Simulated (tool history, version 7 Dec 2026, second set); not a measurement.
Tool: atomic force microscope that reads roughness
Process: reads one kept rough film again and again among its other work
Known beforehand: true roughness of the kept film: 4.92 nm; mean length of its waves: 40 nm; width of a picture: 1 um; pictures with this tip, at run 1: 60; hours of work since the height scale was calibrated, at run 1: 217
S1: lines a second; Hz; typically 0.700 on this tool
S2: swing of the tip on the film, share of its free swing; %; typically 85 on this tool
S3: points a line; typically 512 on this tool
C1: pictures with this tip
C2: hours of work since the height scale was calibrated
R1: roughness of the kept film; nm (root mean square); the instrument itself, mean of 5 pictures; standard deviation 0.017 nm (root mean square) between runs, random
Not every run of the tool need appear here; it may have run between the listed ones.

run 1 hour=0.0 | S1=0.700 S2=85 S3=512 | C1=60 C2=217 | R1=3.990
run 2 hour=11.1 | S1=0.700 S2=85 S3=512 | C1=67 C2=222 | R1=3.950
run 3 hour=19.1 | S1=0.700 S2=85 S3=512 | C1=73 C2=226 | R1=3.942
run 4 hour=32.1 | S1=0.700 S2=85 S3=274 | C1=81 C2=231 | R1=3.910
run 5 hour=40.8 | S1=0.700 S2=85 S3=274 | C1=87 C2=235 | R1=3.850
run 6 hour=55.3 | S1=0.700 S2=85 S3=492 | C1=97 C2=241 | R1=3.874
run 7 hour=64.9 | S1=0.700 S2=85 S3=669 | C1=103 C2=245 | R1=3.861
run 8 hour=72.1 | S1=0.700 S2=85 S3=669 | C1=108 C2=248 | R1=3.833
run 9 hour=83.1 | S1=0.700 S2=85 S3=669 | C1=115 C2=253 | R1=3.795
run 10 hour=92.8 | S1=0.700 S2=81 S3=669 | C1=122 C2=257 | R1=3.842
run 11 hour=99.4 | S1=0.700 S2=85 S3=450 | C1=126 C2=260 | R1=3.778
run 12 hour=111.6 | S1=0.700 S2=85 S3=450 | C1=134 C2=265 | R1=3.732
run 13 hour=119.6 | S1=0.700 S2=85 S3=450 | C1=140 C2=269 | R1=3.713
run 14 hour=129.2 | S1=0.700 S2=85 S3=316 | C1=146 C2=273 | R1=3.697
run 15 hour=136.9 | S1=0.700 S2=85 S3=316 | C1=151 C2=276 | R1=3.694
run 16 hour=144.4 | S1=0.700 S2=85 S3=512 | C1=156 C2=280 | R1=3.684
run 17 hour=155.7 | S1=0.700 S2=85 S3=512 | C1=164 C2=284 | R1=3.656
run 18 hour=165.4 | S1=2.791 S2=85 S3=512 | C1=170 C2=289 | R1=2.910
run 19 hour=179.5 | S1=2.791 S2=67 S3=512 | C1=180 C2=295 | R1=3.456
run 20 hour=191.6 | S1=2.791 S2=67 S3=512 | C1=188 C2=300 | R1=3.420
run 21 hour=206.0 | S1=2.791 S2=67 S3=512 | C1=197 C2=306 | R1=3.390
run 22 hour=220.8 | S1=0.700 S2=85 S3=470 | C1=207 C2=312 | R1=3.509
run 23 hour=229.5 | S1=0.700 S2=85 S3=1008 | C1=213 C2=316 | R1=3.510
-- hour=231.8 height scale calibrated on a step standard
run 24 hour=239.2 | S1=0.700 S2=85 S3=1008 | C1=219 C2=3 | R1=3.509
run 25 hour=250.0 | S1=0.924 S2=85 S3=309 | C1=226 C2=8 | R1=3.400
run 26 hour=257.2 | S1=0.924 S2=85 S3=309 | C1=231 C2=11 | R1=3.381
-- hour=264.6 new tip fitted
-- hour=271.4 height scale calibrated on a step standard, once more
run 27 hour=271.8 | S1=0.859 S2=80 S3=271 | C1=4 C2=0 | R1=4.155
run 28 hour=278.6 | S1=0.700 S2=85 S3=349 | C1=9 C2=3 | R1=4.140
run 29 hour=286.5 | S1=1.437 S2=70 S3=512 | C1=14 C2=6 | R1=4.155
run 30 hour=295.7 | S1=2.864 S2=85 S3=316 | C1=20 C2=10 | R1=3.272
run 31 hour=310.5 | S1=2.864 S2=85 S3=316 | C1=30 C2=17 | R1=3.246
run 32 hour=317.8 | S1=2.864 S2=85 S3=316 | C1=35 C2=20 | R1=3.186
run 33 hour=330.8 | S1=0.700 S2=85 S3=417 | C1=44 C2=26 | R1=4.046
run 34 hour=341.1 | S1=0.700 S2=85 S3=417 | C1=50 C2=30 | R1=4.005
run 35 hour=355.8 | S1=2.487 S2=71 S3=874 | C1=60 C2=36 | R1=3.758
run 36 hour=367.5 | S1=2.487 S2=71 S3=874 | C1=68 C2=41 | R1=3.733
run 37 hour=380.9 | S1=2.487 S2=63 S3=308 | C1=77 C2=47 | R1=3.878
run 38 hour=388.1 | S1=1.869 S2=68 S3=351 | C1=82 C2=50 | R1=3.892
run 39 hour=399.9 | S1=3.319 S2=60 S3=802 | C1=90 C2=55 | R1=3.841
run 40 hour=411.2 | S1=0.741 S2=69 S3=512 | C1=97 C2=60 | R1=4.030
run 41 hour=425.6 | S1=0.754 S2=60 S3=375 | C1=107 C2=66 | R1=4.064
run 42 hour=438.8 | S1=0.754 S2=76 S3=333 | C1=116 C2=72 | R1=3.907
run 43 hour=448.1 | S1=0.754 S2=76 S3=333 | C1=122 C2=76 | R1=3.860
run 44 hour=458.3 | S1=0.666 S2=86 S3=642 | C1=129 C2=80 | R1=3.754
run 45 hour=465.1 | S1=0.700 S2=85 S3=737 | C1=133 C2=83 | R1=3.728
run 46 hour=471.3 | S1=3.992 S2=57 S3=561 | C1=137 C2=86 | R1=3.683
run 47 hour=482.0 | S1=1.326 S2=86 S3=467 | C1=144 C2=91 | R1=3.409

Consider 5 possible next runs. They are alternatives, not a sequence: every one starts from the tool as it was left by run 47. What does each give?
run A hour=496.4 | S1=3.421 S2=85 S3=512 | C1=154 C2=97 | R1=?
run B hour=496.4 | S1=0.535 S2=69 S3=723 | C1=154 C2=97 | R1=?
run C hour=496.4 | S1=0.700 S2=85 S3=369 | C1=154 C2=97 | R1=?
run D hour=496.4 | S1=1.326 S2=68 S3=467 | C1=154 C2=97 | R1=?
run E hour=496.4 | S1=1.326 S2=86 S3=480 | C1=154 C2=97 | R1=?

run=A R1=2.752
run=B R1=3.900
run=C R1=3.651
run=D R1=3.731
run=E R1=3.392
Had the tool no hidden state, the same runs would have come out as:
run=A R1=3.183
run=B R1=4.510
run=C R1=4.223
run=D R1=4.315
run=E R1=3.922
